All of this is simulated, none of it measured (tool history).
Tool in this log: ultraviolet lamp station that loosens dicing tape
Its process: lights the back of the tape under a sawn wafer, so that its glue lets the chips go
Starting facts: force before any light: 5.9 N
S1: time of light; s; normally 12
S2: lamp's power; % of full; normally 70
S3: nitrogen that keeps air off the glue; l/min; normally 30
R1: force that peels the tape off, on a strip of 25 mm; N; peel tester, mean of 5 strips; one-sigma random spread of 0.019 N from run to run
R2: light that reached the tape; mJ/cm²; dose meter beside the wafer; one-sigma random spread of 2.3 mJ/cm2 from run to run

Run 1, day 0.000: usual settings. Result: R1 1.250 N, R2 167 mJ/cm².
Run 2, day 0.696: usual settings. Result: R1 1.209 N, R2 170 mJ/cm².
Run 3, day 1.117: usual settings. Result: R1 1.223 N, R2 166 mJ/cm².
Run 4, day 1.892: usual settings. Result: R1 1.231 N, R2 168 mJ/cm².
Run 5, day 2.288: usual settings. Result: R1 1.274 N, R2 172 mJ/cm².
Run 6, day 2.825: usual settings but S3 28 l/min. Result: R1 1.298 N, R2 166 mJ/cm².
Run 7, day 3.212: usual settings but S3 28 l/min. Result: R1 1.270 N, R2 170 mJ/cm².
Run 8, day 3.721: usual settings but S3 28 l/min. Result: R1 1.316 N, R2 163 mJ/cm².
Run 9, day 4.433: usual settings but S3 28 l/min. Result: R1 1.284 N, R2 165 mJ/cm².
Run 10, day 5.125: usual settings but S3 28 l/min. Result: R1 1.317 N, R2 164 mJ/cm².
Run 11, day 5.954: usual settings but S3 28 l/min. Result: R1 1.292 N, R2 162 mJ/cm².
Run 12, day 6.617: usual settings but S3 20 l/min. Result: R1 1.562 N, R2 163 mJ/cm².
Run 13, day 7.300: usual settings but S3 20 l/min. Result: R1 1.576 N, R2 160 mJ/cm².
Run 14, day 8.012: usual settings but S3 20 l/min. Result: R1 1.608 N, R2 164 mJ/cm².
Run 15, day 8.700: usual settings but S3 20 l/min. Result: R1 1.555 N, R2 163 mJ/cm².
Run 16, day 9.150: usual settings but S1 6 s. Result: R1 2.730 N, R2 81 mJ/cm².
Run 17, day 9.517: usual settings but S1 6 s. Result: R1 2.667 N, R2 82 mJ/cm².
Run 18, day 10.004: usual settings but S1 6 s, S2 75 % of full. Result: R1 2.591 N, R2 87 mJ/cm².
At day 10.067: window cleaned of glue's vapour.
Run 19, day 10.667: usual settings but S1 6 s, S2 75 % of full. Result: R1 2.425 N, R2 90 mJ/cm².
Run 20, day 11.383: usual settings but S1 6 s, S2 75 % of full, S3 21 l/min. Result: R1 2.686 N, R2 85 mJ/cm².
Run 21, day 12.212: usual settings but S1 6 s, S2 75 % of full, S3 21 l/min. Result: R1 2.667 N, R2 91 mJ/cm².
Run 22, day 12.896: usual settings but S1 11 s, S2 61 % of full, S3 21 l/min. Result: R1 1.858 N, R2 136 mJ/cm².
Run 23, day 13.471: usual settings but S1 10 s, S2 64 % of full, S3 36 l/min. Result: R1 1.601 N, R2 125 mJ/cm².
Run 24, day 14.221: usual settings but S1 13 s, S2 79 % of full, S3 23 l/min. Result: R1 1.060 N, R2 203 mJ/cm².
Run 25, day 14.738: usual settings but S1 13 s, S2 79 % of full, S3 23 l/min. Result: R1 1.043 N, R2 201 mJ/cm².
Run 26, day 15.592: usual settings but S1 20 s, S2 66 % of full, S3 12 l/min. Result: R1 1.071 N, R2 259 mJ/cm².
Run 27, day 16.288: usual settings but S1 11 s, S3 9 l/min. Result: R1 2.262 N, R2 147 mJ/cm².

4 ways to go on from here, each from the tool as it stands after run 27. What would each give?
Run A, day 16.771: usual settings but S2 87 % of full. Result: R1 ?, R2 ?.
Run B, day 16.771: usual settings but S1 20 s, S2 72 % of full. Result: R1 ?, R2 ?.
Run C, day 16.771: usual settings but S1 9 s, S2 78 % of full, S3 42 l/min. Result: R1 ?, R2 ?.
Run D, day 16.771: usual settings but S1 21 s, S2 74 % of full, S3 24 l/min. Result: R1 ?, R2 ?.

run     R1   R2
  A  0.913  203
  B  0.524  280
  C  1.389  135
  D  0.525  301
Take away the tool's hidden state, keep each run's random variation, and the runs would have read:
run     R1   R2
  A  0.613  257
  B  0.354  354
  C  0.989  171
  D  0.353  381
